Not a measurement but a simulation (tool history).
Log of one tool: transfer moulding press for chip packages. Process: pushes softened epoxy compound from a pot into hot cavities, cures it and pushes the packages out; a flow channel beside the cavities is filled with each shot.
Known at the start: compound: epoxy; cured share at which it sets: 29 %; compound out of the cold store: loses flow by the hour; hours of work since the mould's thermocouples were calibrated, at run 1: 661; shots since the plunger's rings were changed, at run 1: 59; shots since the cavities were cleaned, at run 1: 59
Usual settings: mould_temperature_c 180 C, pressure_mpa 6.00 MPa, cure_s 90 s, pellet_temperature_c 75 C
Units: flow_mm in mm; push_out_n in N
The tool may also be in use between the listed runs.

run	hour	mould_temperature_c	pressure_mpa	cure_s	pellet_temperature_c	hours of work since the mould's thermocouples were calibrated	shots since the plunger's rings were changed	shots since the cavities were cleaned	incoming compound's hours out of the cold store	flow_mm	push_out_n
1	0.0	180	6.00	90	75	661	59	59	13.1	555	467
2	33.5	180	6.00	90	75	679	417	417	8.0	565	625
3	65.7	180	6.00	93	75	696	761	761	37.9	492	626
# hour 73.1: cavities cleaned with cleaning compound and waxed
# hour 109.7: mould's thermocouples calibrated
4	131.0	180	6.00	93	75	11	1422	598	24.1	519	723
# hour 152.3: cavities cleaned with cleaning compound and waxed
5	194.7	180	6.00	90	75	45	2088	454	37.5	481	548
6	224.6	180	6.00	90	75	61	2408	774	40.2	474	641
# hour 229.4: cavities cleaned with cleaning compound and waxed
# hour 246.0: cavities cleaned with cleaning compound and waxed, once more
7	264.6	180	6.00	125	75	81	2803	199	39.4	479	364
8	300.2	180	6.00	125	75	100	3184	580	23.7	502	475
# hour 324.1: cavities cleaned with cleaning compound and waxed
9	359.4	180	6.00	125	75	130	3800	376	9.3	537	410
# hour 402.3: cavities cleaned with cleaning compound and waxed
10	429.8	180	6.00	90	75	167	4537	294	33.8	477	512
# hour 483.4: cavities cleaned with cleaning compound and waxed
11	493.1	180	4.76	90	75	200	5199	104	26.9	432	467
12	554.6	180	4.76	90	75	233	5857	762	18.1	448	658
# hour 562.8: cavities cleaned with cleaning compound and waxed
13	589.5	180	4.76	90	75	251	6213	285	20.4	443	535
14	629.3	180	6.00	90	75	273	6639	711	23.7	484	648
# hour 642.8: plunger's sealing rings changed
# hour 644.3: cavities cleaned with cleaning compound and waxed
15	702.9	183	6.00	76	79	310	627	627	10.9	547	799
# hour 723.7: cavities cleaned with cleaning compound and waxed
16	755.9	187	7.02	90	75	337	1177	344	44.7	496	426
# hour 803.6: cavities cleaned with cleaning compound and waxed
17	818.2	178	5.77	90	75	370	1828	156	25.4	508	547
# hour 882.2: cavities cleaned with cleaning compound and waxed
18	886.3	178	5.77	90	75	406	2540	43	33.1	490	491
19	940.7	178	5.77	90	75	435	3122	625	43.1	462	712
# hour 962.7: cavities cleaned with cleaning compound and waxed
20	981.5	179	5.09	117	77	456	3543	202	20.3	475	381
21	1033.0	179	5.09	117	77	483	4094	753	27.1	457	494
# hour 1039.9: cavities cleaned with cleaning compound and waxed
22	1092.5	174	6.00	90	81	514	4714	563	21.6	522	1048
# hour 1117.3: cavities cleaned with cleaning compound and waxed
23	1144.8	180	6.19	111	75	542	5257	294	28.1	496	409
24	1187.4	180	6.00	126	67	564	5712	749	8.5	530	467
# hour 1197.1: cavities cleaned with cleaning compound and waxed
25	1218.7	180	6.00	126	67	580	6032	231	33.4	472	387

Forecast run 26:
26	1263.8	180	6.00	126	67	605	6513	712	10.9	?	?

{"run 26": {"flow_mm": 517, "push_out_n": 497}}
Without the tool's hidden state the same run would have given flow_mm 560 mm, push_out_n 299 N.

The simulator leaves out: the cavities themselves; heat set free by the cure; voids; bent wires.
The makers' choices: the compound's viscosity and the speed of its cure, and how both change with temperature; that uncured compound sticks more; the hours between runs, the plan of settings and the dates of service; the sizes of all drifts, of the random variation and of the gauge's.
